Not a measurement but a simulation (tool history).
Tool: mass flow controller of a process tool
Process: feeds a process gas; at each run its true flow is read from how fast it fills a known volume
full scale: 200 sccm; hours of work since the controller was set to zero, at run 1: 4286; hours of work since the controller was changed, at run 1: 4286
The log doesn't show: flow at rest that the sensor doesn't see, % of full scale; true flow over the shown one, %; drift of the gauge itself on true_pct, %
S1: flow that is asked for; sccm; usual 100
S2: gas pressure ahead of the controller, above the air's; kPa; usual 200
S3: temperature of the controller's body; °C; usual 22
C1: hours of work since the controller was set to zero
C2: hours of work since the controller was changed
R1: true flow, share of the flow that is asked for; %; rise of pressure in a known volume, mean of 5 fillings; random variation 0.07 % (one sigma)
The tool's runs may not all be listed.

run	hour	S1	S2	S3	C1	C2	R1
1	0	100	200	22	4286	4286	99.28
2	501	100	200	22	4608	4608	99.12
3	976.6	100	200	22	4913	4913	99.04
4	1334.3	100	200	22	5142	5142	99.1
# hour 1440.1: controller's zero set anew
5	1737.3	100	200	22	191	5401	98.86
6	2004.2	100	200	22	362	5572	98.89
7	2339	100	200	22	577	5787	98.78
8	2791.2	100	154	22	867	6077	98.57
9	3213.2	100	158	22	1138	6348	98.5
10	3714.4	100	158	22	1460	6670	98.26
11	4150.2	100	200	24	1739	6949	98.61
12	4531.4	100	200	24	1984	7194	98.56
13	4995.7	100	200	24	2282	7492	98.54
14	5355.6	100	200	24	2513	7723	98.36
15	5776.5	100	141	22	2783	7993	98
16	6118.1	100	141	22	3002	8212	97.99
17	6343.4	100	200	20	3147	8357	98.16
18	6793.9	21	200	22	3436	8646	97.55
19	7291.7	100	200	22	3755	8965	98.01
20	7582.5	100	220	22	3942	9152	98.08
21	7958.6	100	164	22	4183	9393	97.88
22	8180.3	100	200	22	4326	9536	97.91
23	8636.2	100	269	22	4618	9828	98.02
24	8906.7	41	216	25	4792	10002	97.62
25	9323.7	41	216	25	5059	10269	97.5
# hour 9554.7: controller's zero set anew
26	9658.5	33	216	32	67	10484	97.54
27	9879.6	33	216	32	208	10626	97.64
28	10332.3	59	263	32	499	10916	97.85
29	10574.5	45	170	38	654	11072	97.51
30	11085.5	22	170	38	982	11400	97.19
31	11505.9	147	228	38	1252	11669	98.34
32	11838.5	147	228	38	1466	11883	98.32
33	12161.7	147	228	38	1673	12090	98.25
34	12479.8	100	200	34	1877	12295	97.49
35	12713.3	100	200	34	2027	12444	97.66
36	12963.1	100	200	34	2187	12605	97.5
# hour 13039.6: gauge calibrated
37	13269.9	100	200	23	2384	12802	99.16
38	13740.3	100	200	23	2686	13103	99.03
39	14141.2	100	200	23	2943	13361	99.08
# hour 14223.2: controller exchanged for a calibrated one
40	14438.6	100	200	36	138	138	99.41
41	14860.8	67	200	22	409	409	98.72
42	15227.8	67	200	22	645	645	98.59
43	15548.7	105	200	28	851	851	99.01
44	15959.3	26	238	22	1114	1114	98.4
45	16200.1	26	238	22	1269	1269	98.4

The same runs without the tool's hidden state, with the same run-to-run variation:
run	R1
1	99.28
2	99.21
3	99.2
4	99.32
5	99.13
6	99.21
7	99.15
8	99.01
9	99.01
10	98.85
11	99.27
12	99.28
13	99.34
14	99.22
15	98.92
16	98.96
17	99.18
18	98.66
19	99.18
20	99.3
21	99.15
22	99.21
23	99.4
24	99.06
25	99
26	99.08
27	99.22
28	99.5
29	99.2
30	98.95
31	100.18
32	100.22
33	100.21
34	99.49
35	99.69
36	99.57
37	99.2
38	99.13
39	99.25
40	99.64
41	99.01
42	98.94
43	99.41
44	98.87
45	98.91
